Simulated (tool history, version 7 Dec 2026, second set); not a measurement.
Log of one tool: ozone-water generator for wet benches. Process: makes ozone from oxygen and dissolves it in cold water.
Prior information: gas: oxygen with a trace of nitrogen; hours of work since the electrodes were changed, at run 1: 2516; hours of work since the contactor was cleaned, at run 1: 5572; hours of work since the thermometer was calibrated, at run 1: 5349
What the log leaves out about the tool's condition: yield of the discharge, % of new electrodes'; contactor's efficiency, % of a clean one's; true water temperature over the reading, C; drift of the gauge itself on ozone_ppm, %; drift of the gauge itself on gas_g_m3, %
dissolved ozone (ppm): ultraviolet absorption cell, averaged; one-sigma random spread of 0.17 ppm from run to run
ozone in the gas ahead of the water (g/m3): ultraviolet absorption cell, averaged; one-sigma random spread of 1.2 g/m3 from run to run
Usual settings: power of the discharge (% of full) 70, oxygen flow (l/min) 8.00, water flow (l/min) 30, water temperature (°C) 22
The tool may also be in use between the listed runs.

| run | day | power of the discharge (% of full) | oxygen flow (l/min) | water flow (l/min) | water temperature (°C) | hours of work since the electrodes were changed | hours of work since the contactor was cleaned | hours of work since the thermometer was calibrated | dissolved ozone (ppm) | ozone in the gas ahead of the water (g/m3) |
|---|---|---|---|---|---|---|---|---|---|---|
| 1 | 0.000 | 70 | 8.00 | 30 | 22 | 2516 | 5572 | 5349 | 20.7 | 203.7 |
|  | 3.754 | water thermometer calibrated |
| 2 | 5.217 | 70 | 8.00 | 30 | 22 | 2617 | 5673 | 28 | 20.5 | 204.0 |
| 3 | 8.208 | 70 | 8.00 | 30 | 22 | 2675 | 5731 | 86 | 20.3 | 203.9 |
| 4 | 14.150 | 70 | 8.00 | 30 | 22 | 2790 | 5847 | 202 | 20.7 | 202.7 |
| 5 | 18.533 | 51 | 8.00 | 30 | 22 | 2875 | 5932 | 287 | 16.5 | 165.3 |
| 6 | 23.092 | 51 | 8.00 | 30 | 22 | 2964 | 6020 | 375 | 16.8 | 163.5 |
| 7 | 28.425 | 51 | 8.00 | 30 | 22 | 3067 | 6124 | 479 | 16.7 | 164.9 |
| 8 | 34.700 | 51 | 8.00 | 30 | 22 | 3189 | 6245 | 600 | 16.7 | 161.9 |
| 9 | 38.958 | 51 | 12.19 | 30 | 22 | 3272 | 6328 | 683 | 15.3 | 127.1 |
| 10 | 43.300 | 51 | 12.19 | 30 | 22 | 3356 | 6412 | 767 | 15.3 | 124.8 |
| 11 | 48.862 | 51 | 12.19 | 30 | 22 | 3464 | 6520 | 875 | 15.2 | 125.7 |
| 12 | 55.438 | 51 | 4.73 | 39 | 22 | 3591 | 6648 | 1003 | 12.6 | 224.3 |
| 13 | 59.129 | 62 | 4.73 | 28 | 22 | 3663 | 6719 | 1074 | 20.2 | 253.4 |
| 14 | 63.779 | 44 | 5.06 | 30 | 22 | 3753 | 6810 | 1165 | 15.2 | 195.6 |
| 15 | 68.575 | 95 | 7.31 | 32 | 21 | 3846 | 6903 | 1258 | 23.3 | 257.5 |
| 16 | 74.579 | 95 | 7.31 | 32 | 21 | 3963 | 7019 | 1374 | 23.3 | 257.1 |
| 17 | 78.854 | 95 | 7.31 | 32 | 21 | 4046 | 7102 | 1457 | 23.5 | 254.7 |
| 18 | 84.246 | 61 | 8.00 | 21 | 22 | 4150 | 7207 | 1562 | 24.0 | 180.8 |
| 19 | 87.121 | 47 | 10.55 | 31 | 22 | 4206 | 7262 | 1618 | 14.4 | 128.3 |
| 20 | 93.183 | 47 | 10.55 | 31 | 22 | 4324 | 7380 | 1735 | 14.2 | 128.3 |

Branching from run 20: 4 alternative next runs. What would each branch give?
| A | 99.979 | 47 | 6.78 | 31 | 22 | 4456 | 7512 | 1867 | ? | ? |
| B | 99.979 | 54 | 8.00 | 32 | 19 | 4456 | 7512 | 1867 | ? | ? |
| C | 99.979 | 70 | 8.00 | 40 | 22 | 4456 | 7512 | 1867 | ? | ? |
| D | 99.979 | 42 | 10.55 | 31 | 22 | 4456 | 7512 | 1867 | ? | ? |

| run | dissolved ozone (ppm) | ozone in the gas ahead of the water (g/m3) |
|---|---|---|
| A | 15.0 | 168.8 |
| B | 16.4 | 165.6 |
| C | 15.0 | 196.6 |
| D | 13.0 | 119.0 |
The same runs, with their run-to-run variation unchanged, on a tool lacking any hidden condition would have given:
| run | dissolved ozone (ppm) | ozone in the gas ahead of the water (g/m3) |
|---|---|---|
| A | 16.5 | 179.9 |
| B | 18.1 | 178.0 |
| C | 16.9 | 214.5 |
| D | 14.2 | 126.0 |
